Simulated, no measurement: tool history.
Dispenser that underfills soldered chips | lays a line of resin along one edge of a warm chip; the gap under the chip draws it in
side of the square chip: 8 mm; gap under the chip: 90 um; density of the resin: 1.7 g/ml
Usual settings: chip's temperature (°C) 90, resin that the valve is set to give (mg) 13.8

run,hour,chip's temperature (°C),resin that the valve is set to give (mg),time until the resin shows at the far edge (s),resin that the valve gave (mg)
1,0,90,13.8,27,13.3
# hour 6.3: new syringe of resin
2,6.7,90,13.8,24.1,13.01
# hour 15.8: new syringe of resin
3,15.8,90,13.8,23.9,13.11
4,22.7,90,13.8,32.6,12.95
# hour 25.3: new syringe of resin
5,28.8,90,13.8,27.6,13.12
# hour 35.1: new syringe of resin
# hour 36.8: dispensing valve cleaned and set on the balance
6,38.5,90,13.8,26.6,13.72
7,44.2,90,13.8,32.7,13.84
# hour 46.1: new syringe of resin
8,53.6,90,13.8,32.1,13.64
# hour 55.8: new syringe of resin
9,60.7,90,17.2,27.8,17.05
10,64.8,90,14.9,34,14.67
# hour 65.9: new syringe of resin
11,72.5,90,14.9,30.4,14.65
# hour 75.8: new syringe of resin
12,81.8,90,13.8,30.8,13.51
# hour 85.7: new syringe of resin
13,87.1,90,11.7,27.1,11.36
# hour 95.2: new syringe of resin
14,95.2,90,13.8,24.5,13.38
15,102.4,90,13.8,32.5,13.22
# hour 104.8: new syringe of resin
16,108.9,90,17.2,26.9,16.64
# hour 114.3: new syringe of resin
17,115.5,90,13.8,25.4,13.28
# hour 124.1: new syringe of resin
18,124.4,80,14.7,34.1,14.26
# hour 133.6: new syringe of resin
19,133.6,80,14.7,33.6,14.11
20,140,80,14.7,44.5,14.11
# hour 143.7: new syringe of resin
21,148.2,79,12.8,44.3,12.18
# hour 153.1: new syringe of resin
22,156.4,91,13.8,28,13.18
# hour 162.6: new syringe of resin
23,162.6,98,16.6,18.4,15.6
24,169.9,80,14.4,48.9,13.64
# hour 172.4: new syringe of resin
25,175,95,15.8,22.4,14.92
# hour 182.1: new syringe of resin
26,182.1,95,15.8,19.7,14.83
# hour 184.2: dispensing valve cleaned and set on the balance
27,188.3,95,15.8,25.1,15.74
# hour 192.6: new syringe of resin
28,196.5,90,14.1,27.9,14.02
# hour 202.5: new syringe of resin
29,202.8,90,16.1,24.7,15.89
# hour 212: new syringe of resin
30,212,87,14.6,26.3,14.45
31,220.6,78,17.3,53.7,17.12
# hour 221.3: new syringe of resin
32,228.4,78,17.3,49.7,16.85
# hour 231.1: new syringe of resin
33,232.9,78,14.6,40.6,14.13
# hour 240.5: new syringe of resin
34,241.6,78,14.6,39.9,14.2

Forecast each of these 3 alternatives for the next run:
# hour 249.9: new syringe of resin
A,250.3,90,17.4,?,?
# hour 249.9: new syringe of resin
B,250.3,78,14.4,?,?
# hour 249.9: new syringe of resin
C,250.3,90,17.2,?,?

run,time until the resin shows at the far edge (s),resin that the valve gave (mg)
A,23.8,16.85
B,38.4,13.84
C,23.9,16.66
Without the tool's hidden state the same runs would have given:
run,time until the resin shows at the far edge (s),resin that the valve gave (mg)
A,22.8,17.37
B,36.7,14.28
C,22.9,17.18
